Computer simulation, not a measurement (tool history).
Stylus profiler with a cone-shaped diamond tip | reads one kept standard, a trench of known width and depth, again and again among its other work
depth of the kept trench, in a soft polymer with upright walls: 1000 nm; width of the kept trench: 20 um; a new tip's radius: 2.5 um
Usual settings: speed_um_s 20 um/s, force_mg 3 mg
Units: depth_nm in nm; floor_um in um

{"run": 1, "day": 0.0, "speed_um_s": 20, "force_mg": 3, "depth_nm": 1018.4, "floor_um": 15.85}
{"run": 2, "day": 0.862, "speed_um_s": 20, "force_mg": 3, "depth_nm": 1018.35, "floor_um": 15.89}
{"run": 3, "day": 1.712, "speed_um_s": 62, "force_mg": 3, "depth_nm": 1018.67, "floor_um": 15.73}
{"run": 4, "day": 2.242, "speed_um_s": 62, "force_mg": 3, "depth_nm": 1018.68, "floor_um": 15.78}
{"run": 5, "day": 2.833, "speed_um_s": 20, "force_mg": 3.39, "depth_nm": 1020.07, "floor_um": 15.82}
{"run": 6, "day": 3.417, "speed_um_s": 20, "force_mg": 3.39, "depth_nm": 1020.26, "floor_um": 15.81}
{"run": 7, "day": 4.179, "speed_um_s": 15, "force_mg": 3.39, "depth_nm": 1019.84, "floor_um": 15.76}
{"run": 8, "day": 4.638, "speed_um_s": 54, "force_mg": 3.39, "depth_nm": 1019.59, "floor_um": 15.74}
{"run": 9, "day": 5.554, "speed_um_s": 20, "force_mg": 3, "depth_nm": 1018, "floor_um": 15.79}
{"run": 10, "day": 6.333, "speed_um_s": 48, "force_mg": 3, "depth_nm": 1018.12, "floor_um": 15.74}
{"run": 11, "day": 6.729, "speed_um_s": 20, "force_mg": 3, "depth_nm": 1018.08, "floor_um": 15.73}
{"run": 12, "day": 7.208, "speed_um_s": 20, "force_mg": 3, "depth_nm": 1018.26, "floor_um": 15.76}
{"run": 13, "day": 8.088, "speed_um_s": 20, "force_mg": 3, "depth_nm": 1018.05, "floor_um": 15.77}
{"run": 14, "day": 8.975, "speed_um_s": 20, "force_mg": 2.37, "depth_nm": 1015.24, "floor_um": 15.68}
{"run": 15, "day": 9.504, "speed_um_s": 20, "force_mg": 2.37, "depth_nm": 1014.88, "floor_um": 15.68}
{"run": 16, "day": 10.271, "speed_um_s": 15, "force_mg": 3, "depth_nm": 1017.88, "floor_um": 15.68}
{"run": 17, "day": 10.733, "speed_um_s": 15, "force_mg": 3, "depth_nm": 1018.21, "floor_um": 15.73}
{"run": 18, "day": 11.133, "speed_um_s": 20, "force_mg": 3, "depth_nm": 1017.96, "floor_um": 15.73}
{"run": 19, "day": 11.733, "speed_um_s": 26, "force_mg": 3, "depth_nm": 1017.78, "floor_um": 15.74}
{"run": 20, "day": 12.179, "speed_um_s": 26, "force_mg": 3, "depth_nm": 1018.06, "floor_um": 15.66}
{"run": 21, "day": 13.062, "speed_um_s": 26, "force_mg": 3, "depth_nm": 1017.8, "floor_um": 15.68}
{"run": 22, "day": 13.567, "speed_um_s": 26, "force_mg": 3, "depth_nm": 1017.33, "floor_um": 15.67}
{"run": 23, "day": 14.446, "speed_um_s": 26, "force_mg": 3, "depth_nm": 1017.83, "floor_um": 15.69}
{"run": 24, "day": 15.3, "speed_um_s": 15, "force_mg": 2.85, "depth_nm": 1017.21, "floor_um": 15.74}
{"run": 25, "day": 16.121, "speed_um_s": 5, "force_mg": 8.56, "depth_nm": 1037.71, "floor_um": 15.68}
{"run": 26, "day": 16.588, "speed_um_s": 22, "force_mg": 2.91, "depth_nm": 1017.44, "floor_um": 15.66}
{"run": 27, "day": 17.496, "speed_um_s": 29, "force_mg": 1.08, "depth_nm": 1007.92, "floor_um": 15.59}
{"run": 28, "day": 17.908, "speed_um_s": 29, "force_mg": 1.08, "depth_nm": 1008.08, "floor_um": 15.63}
{"run": 29, "day": 18.771, "speed_um_s": 29, "force_mg": 1.08, "depth_nm": 1008.08, "floor_um": 15.6}
{"run": 30, "day": 19.179, "speed_um_s": 29, "force_mg": 1.08, "depth_nm": 1007.54, "floor_um": 15.57}
{"run": 31, "day": 19.921, "speed_um_s": 66, "force_mg": 4.37, "depth_nm": 1023.19, "floor_um": 15.55}
{"run": 32, "day": 20.35, "speed_um_s": 20, "force_mg": 2.76, "depth_nm": 1016.43, "floor_um": 15.65}
{"run": 33, "day": 21.067, "speed_um_s": 20, "force_mg": 2.76, "depth_nm": 1016.48, "floor_um": 15.58}
{"run": 34, "day": 21.55, "speed_um_s": 20, "force_mg": 1.3, "depth_nm": 1008.84, "floor_um": 15.67}
{"run": 35, "day": 22.442, "speed_um_s": 20, "force_mg": 1.3, "depth_nm": 1009.21, "floor_um": 15.58}
{"run": 36, "day": 23.229, "speed_um_s": 58, "force_mg": 3.78, "depth_nm": 1021.19, "floor_um": 15.54}
{"run": 37, "day": 23.992, "speed_um_s": 58, "force_mg": 3.78, "depth_nm": 1020.67, "floor_um": 15.52}
{"run": 38, "day": 24.471, "speed_um_s": 8, "force_mg": 1.62, "depth_nm": 1011.15, "floor_um": 15.59}
{"run": 39, "day": 25.112, "speed_um_s": 8, "force_mg": 1.62, "depth_nm": 1010.7, "floor_um": 15.59}
{"run": 40, "day": 25.525, "speed_um_s": 8, "force_mg": 1.62, "depth_nm": 1010.73, "floor_um": 15.57}
{"run": 41, "day": 26.262, "speed_um_s": 8, "force_mg": 2.52, "depth_nm": 1014.97, "floor_um": 15.58}
{"run": 42, "day": 26.875, "speed_um_s": 37, "force_mg": 1.81, "depth_nm": 1011.61, "floor_um": 15.52}
{"run": 43, "day": 27.683, "speed_um_s": 37, "force_mg": 1.81, "depth_nm": 1011.92, "floor_um": 15.54}
{"run": 44, "day": 28.442, "speed_um_s": 41, "force_mg": 1.99, "depth_nm": 1012.73, "floor_um": 15.54}
{"run": 45, "day": 29.267, "speed_um_s": 51, "force_mg": 3, "depth_nm": 1017.07, "floor_um": 15.51}
{"run": 46, "day": 30.025, "speed_um_s": 51, "force_mg": 3, "depth_nm": 1017.1, "floor_um": 15.49}

Measured less the same run without the tool's hidden state. The same run-to-run variation is in both; the gauge's scatter may not be:
The hidden state here: radius of the tip, um; height scale over the true one, %; drift of the gauge itself on depth_nm, %; drift of the gauge itself on floor_um, %.
run=1 depth_nm=-1.1 floor_um=-0.13
run=2 depth_nm=-1.15 floor_um=-0.14
run=3 depth_nm=-1.19 floor_um=-0.15
run=4 depth_nm=-1.21 floor_um=-0.15
run=5 depth_nm=-1.24 floor_um=-0.16
run=6 depth_nm=-1.27 floor_um=-0.16
run=7 depth_nm=-1.31 floor_um=-0.17
run=8 depth_nm=-1.33 floor_um=-0.18
run=9 depth_nm=-1.37 floor_um=-0.18
run=10 depth_nm=-1.4 floor_um=-0.2
run=11 depth_nm=-1.42 floor_um=-0.2
run=12 depth_nm=-1.44 floor_um=-0.2
run=13 depth_nm=-1.49 floor_um=-0.21
run=14 depth_nm=-1.52 floor_um=-0.23
run=15 depth_nm=-1.55 floor_um=-0.23
run=16 depth_nm=-1.58 floor_um=-0.24
run=17 depth_nm=-1.6 floor_um=-0.24
run=18 depth_nm=-1.62 floor_um=-0.24
run=19 depth_nm=-1.65 floor_um=-0.25
run=20 depth_nm=-1.68 floor_um=-0.26
run=21 depth_nm=-1.72 floor_um=-0.27
run=22 depth_nm=-1.74 floor_um=-0.27
run=23 depth_nm=-1.78 floor_um=-0.27
run=24 depth_nm=-1.83 floor_um=-0.28
run=25 depth_nm=-1.9 floor_um=-0.29
run=26 depth_nm=-1.88 floor_um=-0.3
run=27 depth_nm=-1.91 floor_um=-0.3
run=28 depth_nm=-1.93 floor_um=-0.31
run=29 depth_nm=-1.97 floor_um=-0.32
run=30 depth_nm=-1.99 floor_um=-0.32
run=31 depth_nm=-2.05 floor_um=-0.33
run=32 depth_nm=-2.06 floor_um=-0.34
run=33 depth_nm=-2.09 floor_um=-0.35
run=34 depth_nm=-2.1 floor_um=-0.34
run=35 depth_nm=-2.15 floor_um=-0.35
run=36 depth_nm=-2.21 floor_um=-0.37
run=37 depth_nm=-2.25 floor_um=-0.37
run=38 depth_nm=-2.25 floor_um=-0.37
run=39 depth_nm=-2.29 floor_um=-0.38
run=40 depth_nm=-2.3 floor_um=-0.38
run=41 depth_nm=-2.35 floor_um=-0.39
run=42 depth_nm=-2.37 floor_um=-0.4
run=43 depth_nm=-2.41 floor_um=-0.4
run=44 depth_nm=-2.44 floor_um=-0.4
run=45 depth_nm=-2.5 floor_um=-0.42
run=46 depth_nm=-2.52 floor_um=-0.43

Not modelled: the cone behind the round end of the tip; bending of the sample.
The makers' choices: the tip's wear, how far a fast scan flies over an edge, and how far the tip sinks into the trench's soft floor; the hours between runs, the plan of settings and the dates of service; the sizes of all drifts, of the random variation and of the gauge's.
